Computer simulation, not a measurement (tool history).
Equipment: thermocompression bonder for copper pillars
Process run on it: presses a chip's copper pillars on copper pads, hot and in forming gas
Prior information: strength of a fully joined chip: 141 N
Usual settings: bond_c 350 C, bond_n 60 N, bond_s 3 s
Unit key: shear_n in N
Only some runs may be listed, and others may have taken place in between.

run,hour,bond_c,bond_n,bond_s,shear_n
1,0,350,60,3,59.3
2,18.6,350,60,3,58.5
3,37.6,350,60,3,58.3
4,58.9,350,60,3,57.5
5,71.6,350,60,3,57.6
6,85.1,350,58,3,55.7
7,99.2,350,58,3,57.4
8,113.2,350,58,3,56.6
9,125.7,350,58,3,55.7
10,146.2,325,71,3,50.6
11,161.1,325,71,3,51.1
12,172,354,68,3,66
13,191.2,354,84,2,67.8
14,207.9,354,84,2,66.4
15,219.5,333,84,2,54.4
# hour 228.4: forming gas filter changed
16,230.8,333,84,2,59
17,243.7,333,84,2,58.1

Selected run-to-run steps in shear_n, each split into two signed amounts: the part the tool would show with no hidden state at all (from settings, incoming material and random variation), and the remainder, which goes to the hidden state together with any gauge scatter not common to the measured and the hidden-state-free results:
Hidden state at play: true temperature of the bond over the reading, C; force that reaches the chip, % of what is set; oxide that the forming gas leaves, % of the face; drift of the gauge itself on shear_n, %.
Run 11 -> 12: bond_c 325 -> 354, bond_n 71 -> 68. shear_n +14.9 N: hidden state -1.3, all else +16.2.
Run 15 -> 16: forming gas filter changed. shear_n +4.6 N: hidden state +4.6, all else +0.
